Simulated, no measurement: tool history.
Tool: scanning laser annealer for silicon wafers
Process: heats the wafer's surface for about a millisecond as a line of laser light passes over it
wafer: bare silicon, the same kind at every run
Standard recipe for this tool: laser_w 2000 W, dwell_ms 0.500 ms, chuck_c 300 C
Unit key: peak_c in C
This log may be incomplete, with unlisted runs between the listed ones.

| run | day | laser_w | dwell_ms | chuck_c | peak_c |
|---|---|---|---|---|---|
| 1 | 0.000 | 2000 | 0.500 | 300 | 996 |
| 2 | 1.296 | 2000 | 0.500 | 300 | 994 |
| 3 | 3.233 | 2000 | 0.500 | 300 | 994 |
|  | 4.379 | window over the wafer cleaned |
| 4 | 4.988 | 2000 | 0.500 | 300 | 1014 |
| 5 | 6.467 | 2000 | 0.500 | 300 | 1015 |
| 6 | 7.767 | 2000 | 0.500 | 300 | 1015 |
| 7 | 9.958 | 2000 | 0.500 | 301 | 1012 |
| 8 | 11.717 | 2000 | 0.500 | 301 | 1010 |
| 9 | 12.979 | 2000 | 0.516 | 300 | 1021 |
| 10 | 14.650 | 2000 | 0.500 | 300 | 1010 |
| 11 | 16.038 | 2000 | 0.500 | 300 | 1008 |
|  | 16.383 | optics aligned, line set to its width |
| 12 | 18.058 | 2000 | 0.500 | 300 | 1004 |
| 13 | 20.288 | 2000 | 0.500 | 300 | 1004 |
| 14 | 21.683 | 2060 | 0.445 | 312 | 994 |
| 15 | 23.621 | 2083 | 0.445 | 312 | 1003 |
| 16 | 24.617 | 1766 | 0.518 | 300 | 920 |
|  | 25.179 | optics aligned, line set to its width, once more |
| 17 | 26.271 | 1766 | 0.391 | 273 | 813 |
| 18 | 27.417 | 1858 | 0.433 | 313 | 921 |
| 19 | 28.492 | 1858 | 0.433 | 313 | 922 |
| 20 | 30.512 | 1858 | 0.433 | 313 | 916 |
| 21 | 32.567 | 1872 | 0.500 | 288 | 941 |

Subtracting, for every run, the result it would have given without the tool's unlogged condition from the measured result gives the following. The same run-to-run variation enters both numbers; the gauge's scatter may not:
Hidden state present: light that passes the window, % of a clean one's; laser's true power over the reading, %; width of the line over the set one, %; drift of the gauge itself on peak_c, C.
| run | peak_c |
|---|---|
| 1 | -27 |
| 2 | -27 |
| 3 | -28 |
| 4 | -6 |
| 5 | -7 |
| 6 | -8 |
| 7 | -9 |
| 8 | -10 |
| 9 | -10 |
| 10 | -12 |
| 11 | -12 |
| 12 | -16 |
| 13 | -17 |
| 14 | -18 |
| 15 | -18 |
| 16 | -17 |
| 17 | -9 |
| 18 | -11 |
| 19 | -11 |
| 20 | -12 |
| 21 | -14 |

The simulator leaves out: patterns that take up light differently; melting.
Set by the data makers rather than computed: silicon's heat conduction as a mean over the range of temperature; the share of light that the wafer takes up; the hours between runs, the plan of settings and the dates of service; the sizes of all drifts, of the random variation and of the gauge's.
